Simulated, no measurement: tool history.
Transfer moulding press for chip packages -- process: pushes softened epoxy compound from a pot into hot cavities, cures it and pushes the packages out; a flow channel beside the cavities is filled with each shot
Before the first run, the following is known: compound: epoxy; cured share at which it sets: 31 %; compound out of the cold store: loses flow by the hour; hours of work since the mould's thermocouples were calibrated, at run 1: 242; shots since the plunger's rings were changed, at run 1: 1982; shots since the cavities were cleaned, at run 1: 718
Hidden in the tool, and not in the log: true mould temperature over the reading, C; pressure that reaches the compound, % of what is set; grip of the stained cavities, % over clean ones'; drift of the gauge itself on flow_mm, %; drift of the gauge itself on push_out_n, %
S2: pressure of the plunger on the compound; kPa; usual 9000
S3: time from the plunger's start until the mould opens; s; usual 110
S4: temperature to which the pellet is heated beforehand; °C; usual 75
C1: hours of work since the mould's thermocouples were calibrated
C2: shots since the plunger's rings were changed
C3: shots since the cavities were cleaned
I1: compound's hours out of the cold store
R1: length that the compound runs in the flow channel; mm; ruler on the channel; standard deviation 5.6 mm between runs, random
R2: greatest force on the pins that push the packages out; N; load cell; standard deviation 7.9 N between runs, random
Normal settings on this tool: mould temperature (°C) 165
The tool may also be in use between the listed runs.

{"run": 1, "hour": 0.0, "mould temperature (°C)": 165, "S2": 9000, "S3": 110, "S4": 75, "C1": 242, "C2": 1982, "C3": 718, "I1": 19.8, "R1": 568, "R2": 570}
{"hour": 38.1, "done": "cavities cleaned with cleaning compound and waxed"}
{"run": 2, "hour": 77.7, "mould temperature (°C)": 165, "S2": 9000, "S3": 110, "S4": 75, "C1": 286, "C2": 2677, "C3": 361, "I1": 45.5, "R1": 513, "R2": 468}
{"hour": 153.8, "done": "cavities cleaned with cleaning compound and waxed"}
{"run": 3, "hour": 171.0, "mould temperature (°C)": 165, "S2": 9000, "S3": 110, "S4": 75, "C1": 340, "C2": 3512, "C3": 156, "I1": 24.1, "R1": 559, "R2": 422}
{"run": 4, "hour": 224.6, "mould temperature (°C)": 165, "S2": 9000, "S3": 110, "S4": 75, "C1": 372, "C2": 4001, "C3": 645, "I1": 14.0, "R1": 562, "R2": 609}
{"hour": 266.5, "done": "cavities cleaned with cleaning compound and waxed"}
{"run": 5, "hour": 275.3, "mould temperature (°C)": 165, "S2": 9000, "S3": 110, "S4": 75, "C1": 400, "C2": 4450, "C3": 81, "I1": 34.9, "R1": 518, "R2": 382}
{"run": 6, "hour": 324.6, "mould temperature (°C)": 165, "S2": 9000, "S3": 110, "S4": 75, "C1": 429, "C2": 4899, "C3": 530, "I1": 27.4, "R1": 525, "R2": 547}
{"hour": 342.4, "done": "plunger's sealing rings changed"}
{"hour": 388.9, "done": "cavities cleaned with cleaning compound and waxed"}
{"run": 7, "hour": 396.1, "mould temperature (°C)": 165, "S2": 9000, "S3": 110, "S4": 75, "C1": 469, "C2": 475, "C3": 65, "I1": 18.2, "R1": 594, "R2": 395}
{"run": 8, "hour": 472.6, "mould temperature (°C)": 165, "S2": 8120, "S3": 110, "S4": 75, "C1": 514, "C2": 1172, "C3": 762, "I1": 10.0, "R1": 557, "R2": 609}
{"hour": 505.2, "done": "cavities cleaned with cleaning compound and waxed"}
{"run": 9, "hour": 562.7, "mould temperature (°C)": 165, "S2": 8120, "S3": 110, "S4": 75, "C1": 566, "C2": 1979, "C3": 523, "I1": 36.8, "R1": 509, "R2": 529}
{"hour": 610.8, "done": "mould's thermocouples calibrated"}
{"hour": 624.7, "done": "cavities cleaned with cleaning compound and waxed"}
{"run": 10, "hour": 624.7, "mould temperature (°C)": 165, "S2": 9000, "S3": 149, "S4": 75, "C1": 7, "C2": 2512, "C3": 0, "I1": 26.0, "R1": 554, "R2": 249}
{"run": 11, "hour": 699.1, "mould temperature (°C)": 161, "S2": 9000, "S3": 110, "S4": 75, "C1": 51, "C2": 3190, "C3": 678, "I1": 26.4, "R1": 544, "R2": 790}
{"hour": 741.5, "done": "cavities cleaned with cleaning compound and waxed"}
{"run": 12, "hour": 751.9, "mould temperature (°C)": 161, "S2": 9000, "S3": 110, "S4": 75, "C1": 81, "C2": 3657, "C3": 94, "I1": 14.6, "R1": 573, "R2": 607}
{"run": 13, "hour": 844.1, "mould temperature (°C)": 161, "S2": 9000, "S3": 110, "S4": 75, "C1": 135, "C2": 4497, "C3": 934, "I1": 12.1, "R1": 568, "R2": 897}
{"hour": 854.5, "done": "cavities cleaned with cleaning compound and waxed"}
{"hour": 906.9, "done": "plunger's sealing rings changed"}
{"run": 14, "hour": 925.3, "mould temperature (°C)": 169, "S2": 8890, "S3": 138, "S4": 73, "C1": 180, "C2": 167, "C3": 621, "I1": 47.7, "R1": 532, "R2": 368}
{"hour": 971.3, "done": "cavities cleaned with cleaning compound and waxed"}
{"run": 15, "hour": 1005.7, "mould temperature (°C)": 172, "S2": 10860, "S3": 98, "S4": 83, "C1": 227, "C2": 886, "C3": 313, "I1": 19.2, "R1": 624, "R2": 375}
{"run": 16, "hour": 1062.2, "mould temperature (°C)": 172, "S2": 10860, "S3": 98, "S4": 83, "C1": 260, "C2": 1401, "C3": 828, "I1": 42.7, "R1": 572, "R2": 478}
{"hour": 1089.8, "done": "cavities cleaned with cleaning compound and waxed"}
{"run": 17, "hour": 1123.7, "mould temperature (°C)": 172, "S2": 8610, "S3": 98, "S4": 81, "C1": 295, "C2": 1948, "C3": 309, "I1": 11.9, "R1": 552, "R2": 416}
{"hour": 1177.3, "done": "mould's thermocouples calibrated, once more"}
{"hour": 1205.4, "done": "cavities cleaned with cleaning compound and waxed"}
{"run": 18, "hour": 1215.0, "mould temperature (°C)": 159, "S2": 8610, "S3": 98, "S4": 84, "C1": 21, "C2": 2748, "C3": 88, "I1": 15.7, "R1": 573, "R2": 751}
{"run": 19, "hour": 1262.0, "mould temperature (°C)": 159, "S2": 8610, "S3": 95, "S4": 84, "C1": 49, "C2": 3176, "C3": 516, "I1": 12.3, "R1": 568, "R2": 1119}
{"hour": 1319.7, "done": "cavities cleaned with cleaning compound and waxed"}
{"run": 20, "hour": 1319.7, "mould temperature (°C)": 164, "S2": 9080, "S3": 125, "S4": 75, "C1": 82, "C2": 3687, "C3": 0, "I1": 40.2, "R1": 505, "R2": 288}
{"run": 21, "hour": 1412.7, "mould temperature (°C)": 172, "S2": 9080, "S3": 134, "S4": 75, "C1": 136, "C2": 4535, "C3": 848, "I1": 32.6, "R1": 504, "R2": 393}
{"hour": 1435.4, "done": "cavities cleaned with cleaning compound and waxed"}
{"run": 22, "hour": 1457.5, "mould temperature (°C)": 172, "S2": 7000, "S3": 134, "S4": 73, "C1": 162, "C2": 4929, "C3": 201, "I1": 14.4, "R1": 476, "R2": 293}
{"hour": 1473.4, "done": "plunger's sealing rings changed"}
{"hour": 1553.2, "done": "cavities cleaned with cleaning compound and waxed"}
{"run": 23, "hour": 1559.2, "mould temperature (°C)": 172, "S2": 9000, "S3": 138, "S4": 75, "C1": 219, "C2": 768, "C3": 55, "I1": 20.4, "R1": 568, "R2": 250}
{"run": 24, "hour": 1642.4, "mould temperature (°C)": 172, "S2": 9000, "S3": 138, "S4": 75, "C1": 268, "C2": 1526, "C3": 813, "I1": 32.4, "R1": 536, "R2": 383}
{"hour": 1666.2, "done": "cavities cleaned with cleaning compound and waxed"}
{"run": 25, "hour": 1714.5, "mould temperature (°C)": 165, "S2": 7140, "S3": 110, "S4": 75, "C1": 309, "C2": 2170, "C3": 441, "I1": 22.6, "R1": 494, "R2": 500}
{"run": 26, "hour": 1775.9, "mould temperature (°C)": 165, "S2": 7140, "S3": 110, "S4": 75, "C1": 345, "C2": 2729, "C3": 1000, "I1": 45.4, "R1": 455, "R2": 584}

3 ways to go on from here, each from the tool as it stands after run 26. What would each give?
{"hour": 1782.5, "done": "cavities cleaned with cleaning compound and waxed"}
{"run": "A", "hour": 1819.7, "mould temperature (°C)": 164, "S2": 9000, "S3": 110, "S4": 81, "C1": 370, "C2": 3114, "C3": 339, "I1": 24.7, "R1": "?", "R2": "?"}
{"hour": 1782.5, "done": "cavities cleaned with cleaning compound and waxed"}
{"run": "B", "hour": 1819.7, "mould temperature (°C)": 165, "S2": 9180, "S3": 110, "S4": 75, "C1": 370, "C2": 3114, "C3": 339, "I1": 11.3, "R1": "?", "R2": "?"}
{"hour": 1782.5, "done": "cavities cleaned with cleaning compound and waxed"}
{"run": "C", "hour": 1819.7, "mould temperature (°C)": 165, "S2": 6950, "S3": 110, "S4": 80, "C1": 370, "C2": 3114, "C3": 339, "I1": 40.3, "R1": "?", "R2": "?"}

run=A R1=551 R2=521
run=B R1=582 R2=489
run=C R1=460 R2=465
The same runs, with their run-to-run variation unchanged, on a tool lacking any hidden condition would have given:
run=A R1=583 R2=375
run=B R1=617 R2=348
run=C R1=487 R2=335

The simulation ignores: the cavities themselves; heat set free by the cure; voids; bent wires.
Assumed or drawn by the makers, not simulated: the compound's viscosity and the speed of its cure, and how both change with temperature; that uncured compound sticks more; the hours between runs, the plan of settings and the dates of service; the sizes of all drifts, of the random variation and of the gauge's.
